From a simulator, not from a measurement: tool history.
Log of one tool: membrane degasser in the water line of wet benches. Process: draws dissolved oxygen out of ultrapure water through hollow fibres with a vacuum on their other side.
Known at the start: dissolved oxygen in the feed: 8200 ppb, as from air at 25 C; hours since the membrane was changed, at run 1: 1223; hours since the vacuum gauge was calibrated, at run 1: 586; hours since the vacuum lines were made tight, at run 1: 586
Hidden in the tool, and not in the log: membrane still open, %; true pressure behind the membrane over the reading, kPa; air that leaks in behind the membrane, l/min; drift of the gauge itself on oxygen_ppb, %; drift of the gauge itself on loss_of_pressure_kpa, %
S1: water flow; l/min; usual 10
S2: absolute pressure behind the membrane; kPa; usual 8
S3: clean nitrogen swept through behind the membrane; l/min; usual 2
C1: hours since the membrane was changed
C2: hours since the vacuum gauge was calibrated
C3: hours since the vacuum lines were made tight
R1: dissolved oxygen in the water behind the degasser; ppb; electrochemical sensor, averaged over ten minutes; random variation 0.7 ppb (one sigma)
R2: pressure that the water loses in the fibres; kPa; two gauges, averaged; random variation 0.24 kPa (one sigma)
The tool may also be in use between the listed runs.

run    hour  S1     S2    S3    C1    C2    C3     R1     R2
  1       0  10      8     2  1223   586   586   62.9  62.89
  2   266.6  10      8     2  1489   853   853   62.6  63.32
  3   574.5   7      8     2  1797  1161  1161   41.8  43.98
  4   774.5  11      8     2  1997  1361  1361   71.2  69.68
  5  1043.4  10      8  4.87  2266  1630  1630   29.7  62.76
  6  1317.1  10      8  1.35  2540  1903  1903   89.1  63.18
  7    1464  10  13.14     2  2687  2050  2050  122.8   62.6
  8  1648.2  10  13.14     2  2871  2234  2234  123.9  62.82
  9    1868  10  13.14     2  3091  2454  2454  123.4  62.79
 10  2052.2  10  13.14     2  3275  2638  2638  123.5  62.52
 11  2413.1  10   8.29  1.14  3636  2999  2999  109.9  62.69
     2595.9  -- seals of the vacuum lines changed
 12  2734.9  10   8.29  1.14  3955  3319   139  109.7  62.73
 13  3011.1   9  12.23  1.64  4232  3595   415  121.4  56.13
 14  3359.5   9  12.23  1.64  4580  3944   764  124.4  56.03
 15    3694  10      8  1.39  4915  4278  1098   87.3   62.5

Forecast run 16:
 16  3906.7  10   8  1.5  5127  4491  1311   ?   ?

R1: 82.5 ppb
R2: 62.56 kPa
Without the tool's hidden state the same run would have given R1 82.4 ppb, R2 63.25 kPa.

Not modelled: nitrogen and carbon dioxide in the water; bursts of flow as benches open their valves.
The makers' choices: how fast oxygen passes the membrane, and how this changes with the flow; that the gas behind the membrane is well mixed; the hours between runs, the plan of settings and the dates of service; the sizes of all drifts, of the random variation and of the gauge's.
